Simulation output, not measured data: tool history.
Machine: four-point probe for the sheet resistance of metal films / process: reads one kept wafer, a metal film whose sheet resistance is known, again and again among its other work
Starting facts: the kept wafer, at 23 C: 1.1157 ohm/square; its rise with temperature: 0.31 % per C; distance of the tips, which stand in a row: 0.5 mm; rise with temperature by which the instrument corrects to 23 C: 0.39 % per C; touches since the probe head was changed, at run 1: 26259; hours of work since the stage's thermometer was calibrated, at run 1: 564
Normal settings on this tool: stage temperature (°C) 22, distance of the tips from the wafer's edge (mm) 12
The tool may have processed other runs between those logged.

run,hour,stage temperature (°C),distance of the tips from the wafer's edge (mm),touches since the probe head was changed,hours of work since the stage's thermometer was calibrated,sheet resistance as the instrument gives it (ohm/square)
1,0,22,12,26259,564,1.116211
2,23.9,19,12,26948,576,1.119367
3,72.2,19,12,28337,598,1.119165
4,115.7,19,12,29590,618,1.119187
5,156.9,22,7,30776,637,1.118111
6,185.9,22,7,31612,651,1.118245
7,222.4,22,12,32662,668,1.115497
8,255.1,22,12,33605,683,1.115809
9,296,22,12,34781,702,1.115595
10,348.4,22,12,36290,726,1.115147
11,374.6,19,12,37045,738,1.118019
12,401.9,19,12,37831,751,1.117875
13,441.8,22,12,38979,769,1.115507
14,475.5,22,5,39950,785,1.119771
15,511.5,22,8,40985,802,1.116208
16,553.6,22,8,42197,821,1.11596
# hour 557.4: stage's thermometer calibrated
17,578,22,22,42887,10,1.114299
18,625.9,22,69,44265,32,1.113448
19,677.4,22,22,45748,56,1.113702
20,725.8,22,12,47141,78,1.114101
# hour 760.2: stage's thermometer calibrated, once more
21,783.6,22,12,48791,11,1.115521
22,809,22,5,49523,23,1.120168
23,840.9,22,11,50441,37,1.115139
24,877.3,23,32,51490,54,1.113346
25,929.4,23,32,52990,79,1.112894
26,970.9,23,52,54183,98,1.112937
27,994.9,20,4,54876,109,1.125033
28,1052.3,24,4,56527,135,1.12087
29,1101.9,20,20,57954,158,1.116023
30,1143.7,34,8,59158,178,1.105508
31,1169.6,25,19,59905,190,1.111009
32,1201.1,25,5,60811,204,1.116097
33,1225.6,25,5,61517,216,1.116235
34,1267.4,30,35,62720,235,1.106056
35,1293.8,19,24,63480,247,1.115884
36,1330.8,29,47,64546,265,1.106408
37,1359.5,27,64,65370,278,1.108223
38,1413.9,27,64,66937,303,1.108223
39,1469.9,27,64,68550,329,1.107837
40,1509.9,27,64,69702,348,1.108052
41,1551.8,22,64,70907,367,1.112293
42,1603.4,22,23,72393,391,1.112639
43,1646.2,22,23,73626,411,1.111855

Below are 5 alternative next runs, each starting from the tool's condition after run 43. Predict each:
A,1692.7,27,5,74965,432,?
B,1692.7,25,24,74965,432,?
C,1692.7,23,12,74965,432,?
D,1692.7,32,12,74965,432,?
E,1692.7,20,6,74965,432,?

run,sheet resistance as the instrument gives it (ohm/square)
A,1.113359
B,1.109366
C,1.111896
D,1.103902
E,1.118165
With no hidden state in the tool, these same runs would have given:
run,sheet resistance as the instrument gives it (ohm/square)
A,1.118105
B,1.114098
C,1.116641
D,1.108606
E,1.122938

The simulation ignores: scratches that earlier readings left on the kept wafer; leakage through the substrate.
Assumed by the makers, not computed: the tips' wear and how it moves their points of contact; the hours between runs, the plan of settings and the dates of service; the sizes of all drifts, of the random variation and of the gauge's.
